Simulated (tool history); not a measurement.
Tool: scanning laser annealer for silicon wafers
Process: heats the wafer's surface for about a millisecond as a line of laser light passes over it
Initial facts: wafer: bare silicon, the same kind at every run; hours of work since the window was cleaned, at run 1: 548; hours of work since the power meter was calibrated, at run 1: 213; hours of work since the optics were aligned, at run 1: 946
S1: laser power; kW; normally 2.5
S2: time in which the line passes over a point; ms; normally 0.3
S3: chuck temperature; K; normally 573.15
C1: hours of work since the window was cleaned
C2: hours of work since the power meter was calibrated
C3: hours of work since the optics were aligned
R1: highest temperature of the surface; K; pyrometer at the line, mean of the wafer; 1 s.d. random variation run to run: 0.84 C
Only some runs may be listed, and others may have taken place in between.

{"run": 1, "day": 0.0, "S1": 2.5, "S2": 0.3, "S3": 573.15, "C1": 548, "C2": 213, "C3": 946, "R1": 1323.95}
{"run": 2, "day": 0.479, "S1": 2.5, "S2": 0.24, "S3": 573.15, "C1": 556, "C2": 221, "C3": 955, "R1": 1240.95}
{"run": 3, "day": 0.942, "S1": 2.742, "S2": 0.24, "S3": 573.15, "C1": 565, "C2": 230, "C3": 963, "R1": 1298.75}
{"run": 4, "day": 1.725, "S1": 2.693, "S2": 0.3, "S3": 573.15, "C1": 579, "C2": 244, "C3": 977, "R1": 1377.95}
{"run": 5, "day": 2.517, "S1": 2.5, "S2": 0.3, "S3": 573.15, "C1": 593, "C2": 258, "C3": 991, "R1": 1322.45}
{"run": 6, "day": 3.112, "S1": 2.5, "S2": 0.3, "S3": 573.15, "C1": 603, "C2": 268, "C3": 1002, "R1": 1323.95}
{"run": 7, "day": 3.538, "S1": 2.5, "S2": 0.3, "S3": 573.15, "C1": 611, "C2": 276, "C3": 1010, "R1": 1323.75}
{"run": 8, "day": 4.212, "S1": 2.5, "S2": 0.3, "S3": 573.15, "C1": 623, "C2": 288, "C3": 1022, "R1": 1322.55}
{"run": 9, "day": 4.908, "S1": 2.5, "S2": 0.3, "S3": 573.15, "C1": 636, "C2": 300, "C3": 1034, "R1": 1324.05}
{"run": 10, "day": 5.408, "S1": 2.5, "S2": 0.3, "S3": 573.15, "C1": 645, "C2": 309, "C3": 1043, "R1": 1323.55}
{"run": 11, "day": 6.225, "S1": 2.5, "S2": 0.3, "S3": 573.15, "C1": 659, "C2": 324, "C3": 1058, "R1": 1324.65}
{"run": 12, "day": 6.792, "S1": 2.5, "S2": 0.3, "S3": 573.15, "C1": 669, "C2": 334, "C3": 1068, "R1": 1322.85}
{"run": 13, "day": 7.542, "S1": 2.683, "S2": 0.3, "S3": 573.15, "C1": 683, "C2": 347, "C3": 1081, "R1": 1373.15}
{"run": 14, "day": 8.208, "S1": 2.683, "S2": 0.3, "S3": 573.15, "C1": 695, "C2": 359, "C3": 1093, "R1": 1374.55}
{"run": 15, "day": 8.625, "S1": 2.683, "S2": 0.3, "S3": 573.15, "C1": 702, "C2": 367, "C3": 1101, "R1": 1372.95}
{"run": 16, "day": 9.367, "S1": 2.683, "S2": 0.3, "S3": 573.15, "C1": 715, "C2": 380, "C3": 1114, "R1": 1375.25}
{"run": 17, "day": 10.179, "S1": 2.683, "S2": 0.3, "S3": 573.15, "C1": 730, "C2": 395, "C3": 1128, "R1": 1372.55}
{"run": 18, "day": 10.962, "S1": 2.683, "S2": 0.3, "S3": 573.15, "C1": 744, "C2": 409, "C3": 1142, "R1": 1373.25}
{"run": 19, "day": 11.542, "S1": 2.168, "S2": 0.3, "S3": 573.15, "C1": 754, "C2": 419, "C3": 1153, "R1": 1228.75}
{"run": 20, "day": 12.004, "S1": 2.168, "S2": 0.3, "S3": 573.15, "C1": 762, "C2": 427, "C3": 1161, "R1": 1227.25}
{"run": 21, "day": 12.429, "S1": 2.5, "S2": 0.3, "S3": 584.15, "C1": 770, "C2": 435, "C3": 1169, "R1": 1332.35}
{"run": 22, "day": 13.142, "S1": 2.659, "S2": 0.267, "S3": 538.15, "C1": 783, "C2": 448, "C3": 1181, "R1": 1281.45}
{"run": 23, "day": 13.658, "S1": 2.659, "S2": 0.283, "S3": 557.15, "C1": 792, "C2": 457, "C3": 1190, "R1": 1323.75}
{"run": 24, "day": 14.192, "S1": 2.417, "S2": 0.249, "S3": 544.15, "C1": 801, "C2": 466, "C3": 1200, "R1": 1198.55}
{"run": 25, "day": 14.888, "S1": 2.68, "S2": 0.248, "S3": 562.15, "C1": 814, "C2": 479, "C3": 1212, "R1": 1282.85}
{"run": 26, "day": 15.683, "S1": 2.68, "S2": 0.267, "S3": 562.15, "C1": 828, "C2": 493, "C3": 1227, "R1": 1310.95}
{"day": 15.879, "done": "window over the wafer cleaned"}
{"run": 27, "day": 16.229, "S1": 2.68, "S2": 0.267, "S3": 562.15, "C1": 6, "C2": 501, "C3": 1235, "R1": 1323.75}
{"run": 28, "day": 16.754, "S1": 2.68, "S2": 0.267, "S3": 562.15, "C1": 16, "C2": 511, "C3": 1244, "R1": 1320.35}
{"run": 29, "day": 17.104, "S1": 2.68, "S2": 0.267, "S3": 562.15, "C1": 22, "C2": 517, "C3": 1251, "R1": 1322.35}
{"run": 30, "day": 17.817, "S1": 2.279, "S2": 0.254, "S3": 548.15, "C1": 35, "C2": 530, "C3": 1263, "R1": 1183.35}
{"run": 31, "day": 18.342, "S1": 2.565, "S2": 0.3, "S3": 582.15, "C1": 44, "C2": 539, "C3": 1273, "R1": 1358.05}
{"run": 32, "day": 19.046, "S1": 2.565, "S2": 0.3, "S3": 582.15, "C1": 57, "C2": 552, "C3": 1285, "R1": 1358.05}
{"run": 33, "day": 19.867, "S1": 2.569, "S2": 0.3, "S3": 553.15, "C1": 71, "C2": 566, "C3": 1300, "R1": 1329.95}
{"run": 34, "day": 20.467, "S1": 2.497, "S2": 0.359, "S3": 601.15, "C1": 82, "C2": 577, "C3": 1311, "R1": 1434.15}
{"run": 35, "day": 20.9, "S1": 2.621, "S2": 0.34, "S3": 601.15, "C1": 90, "C2": 585, "C3": 1318, "R1": 1447.55}
{"run": 36, "day": 21.546, "S1": 2.175, "S2": 0.223, "S3": 599.15, "C1": 101, "C2": 596, "C3": 1330, "R1": 1163.35}
{"run": 37, "day": 21.967, "S1": 2.175, "S2": 0.223, "S3": 599.15, "C1": 109, "C2": 604, "C3": 1337, "R1": 1164.15}
{"run": 38, "day": 22.6, "S1": 2.5, "S2": 0.366, "S3": 598.15, "C1": 120, "C2": 615, "C3": 1349, "R1": 1441.55}
{"run": 39, "day": 23.271, "S1": 2.5, "S2": 0.366, "S3": 598.15, "C1": 132, "C2": 627, "C3": 1361, "R1": 1439.85}
{"run": 40, "day": 24.012, "S1": 2.236, "S2": 0.366, "S3": 598.15, "C1": 145, "C2": 640, "C3": 1374, "R1": 1357.05}
{"run": 41, "day": 24.796, "S1": 2.236, "S2": 0.366, "S3": 598.15, "C1": 159, "C2": 654, "C3": 1388, "R1": 1356.85}
{"run": 42, "day": 25.183, "S1": 2.351, "S2": 0.272, "S3": 567.15, "C1": 166, "C2": 661, "C3": 1395, "R1": 1242.85}

Each row is a separate what-if for the run after 42, all from the same tool condition, not one after another. Results?
{"run": "A", "day": 25.771, "S1": 2.437, "S2": 0.289, "S3": 567.15, "C1": 177, "C2": 672, "C3": 1405, "R1": "?"}
{"run": "B", "day": 25.771, "S1": 2.687, "S2": 0.213, "S3": 567.15, "C1": 177, "C2": 672, "C3": 1405, "R1": "?"}
{"run": "C", "day": 25.771, "S1": 2.351, "S2": 0.232, "S3": 567.15, "C1": 177, "C2": 672, "C3": 1405, "R1": "?"}

run=A R1=1289.55
run=B R1=1238.55
run=C R1=1188.85
With the hidden condition removed and each run's random variation left untouched, the same runs would have given:
run=A R1=1298.95
run=B R1=1247.35
run=C R1=1196.95
